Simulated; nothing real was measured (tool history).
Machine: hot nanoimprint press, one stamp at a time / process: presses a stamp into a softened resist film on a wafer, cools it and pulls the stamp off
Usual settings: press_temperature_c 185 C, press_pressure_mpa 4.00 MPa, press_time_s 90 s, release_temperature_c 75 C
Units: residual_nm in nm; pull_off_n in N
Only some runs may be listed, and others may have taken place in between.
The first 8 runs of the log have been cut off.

run 9 day=6.388 | press_temperature_c=185 press_pressure_mpa=4.00 press_time_s=49 release_temperature_c=75 | residual_nm=95.5 pull_off_n=250
run 10 day=6.958 | press_temperature_c=185 press_pressure_mpa=4.00 press_time_s=49 release_temperature_c=75 | residual_nm=95.6 pull_off_n=246
run 11 day=7.783 | press_temperature_c=185 press_pressure_mpa=4.00 press_time_s=49 release_temperature_c=75 | residual_nm=94.8 pull_off_n=255
run 12 day=8.333 | press_temperature_c=185 press_pressure_mpa=4.00 press_time_s=49 release_temperature_c=75 | residual_nm=95.4 pull_off_n=258
run 13 day=8.750 | press_temperature_c=185 press_pressure_mpa=4.00 press_time_s=49 release_temperature_c=75 | residual_nm=95.2 pull_off_n=254
run 14 day=9.746 | press_temperature_c=185 press_pressure_mpa=4.00 press_time_s=49 release_temperature_c=75 | residual_nm=95.2 pull_off_n=264
run 15 day=10.479 | press_temperature_c=185 press_pressure_mpa=4.00 press_time_s=49 release_temperature_c=75 | residual_nm=95.1 pull_off_n=261
run 16 day=11.075 | press_temperature_c=189 press_pressure_mpa=4.00 press_time_s=49 release_temperature_c=75 | residual_nm=83.1 pull_off_n=267
run 17 day=12.058 | press_temperature_c=194 press_pressure_mpa=4.00 press_time_s=49 release_temperature_c=81 | residual_nm=69.9 pull_off_n=227
run 18 day=13.008 | press_temperature_c=185 press_pressure_mpa=4.00 press_time_s=127 release_temperature_c=75 | residual_nm=62.9 pull_off_n=278
run 19 day=13.733 | press_temperature_c=192 press_pressure_mpa=4.00 press_time_s=111 release_temperature_c=75 | residual_nm=52.7 pull_off_n=290
run 20 day=14.258 | press_temperature_c=173 press_pressure_mpa=4.00 press_time_s=90 release_temperature_c=76 | residual_nm=113.1 pull_off_n=286
-- day=14.438 plate thermocouple calibrated
run 21 day=15.325 | press_temperature_c=185 press_pressure_mpa=4.00 press_time_s=62 release_temperature_c=77 | residual_nm=84.9 pull_off_n=265
run 22 day=16.308 | press_temperature_c=184 press_pressure_mpa=5.41 press_time_s=53 release_temperature_c=76 | residual_nm=83.1 pull_off_n=270
run 23 day=17.250 | press_temperature_c=184 press_pressure_mpa=5.41 press_time_s=53 release_temperature_c=76 | residual_nm=82.2 pull_off_n=287
run 24 day=17.821 | press_temperature_c=173 press_pressure_mpa=5.18 press_time_s=166 release_temperature_c=78 | residual_nm=79.2 pull_off_n=272
run 25 day=18.812 | press_temperature_c=173 press_pressure_mpa=5.18 press_time_s=166 release_temperature_c=67 | residual_nm=79.9 pull_off_n=372
-- day=19.000 plate thermocouple calibrated, once more
run 26 day=19.388 | press_temperature_c=188 press_pressure_mpa=4.69 press_time_s=139 release_temperature_c=68 | residual_nm=52.2 pull_off_n=381
run 27 day=20.325 | press_temperature_c=185 press_pressure_mpa=4.00 press_time_s=90 release_temperature_c=77 | residual_nm=75.9 pull_off_n=299
run 28 day=21.075 | press_temperature_c=183 press_pressure_mpa=3.27 press_time_s=74 release_temperature_c=69 | residual_nm=94.9 pull_off_n=387
run 29 day=21.729 | press_temperature_c=185 press_pressure_mpa=4.00 press_time_s=90 release_temperature_c=74 | residual_nm=75.7 pull_off_n=329
run 30 day=22.671 | press_temperature_c=185 press_pressure_mpa=4.00 press_time_s=162 release_temperature_c=79 | residual_nm=58.6 pull_off_n=285

4 ways to go on from here, each from the tool as it stands after run 30. What would each give?
run A day=23.608 | press_temperature_c=175 press_pressure_mpa=4.00 press_time_s=63 release_temperature_c=67 | residual_nm=? pull_off_n=?
run B day=23.608 | press_temperature_c=191 press_pressure_mpa=6.20 press_time_s=90 release_temperature_c=67 | residual_nm=? pull_off_n=?
run C day=23.608 | press_temperature_c=197 press_pressure_mpa=3.25 press_time_s=162 release_temperature_c=77 | residual_nm=? pull_off_n=?
run D day=23.608 | press_temperature_c=175 press_pressure_mpa=3.62 press_time_s=48 release_temperature_c=79 | residual_nm=? pull_off_n=?

run=A residual_nm=121.5 pull_off_n=419
run=B residual_nm=50.4 pull_off_n=400
run=C residual_nm=41.3 pull_off_n=324
run=D residual_nm=134.8 pull_off_n=297
With the hidden condition removed and each run's random variation left untouched, the same runs would have given:
run=A residual_nm=120.0 pull_off_n=280
run=B residual_nm=48.8 pull_off_n=267
run=C residual_nm=40.7 pull_off_n=216
run=D residual_nm=133.5 pull_off_n=199
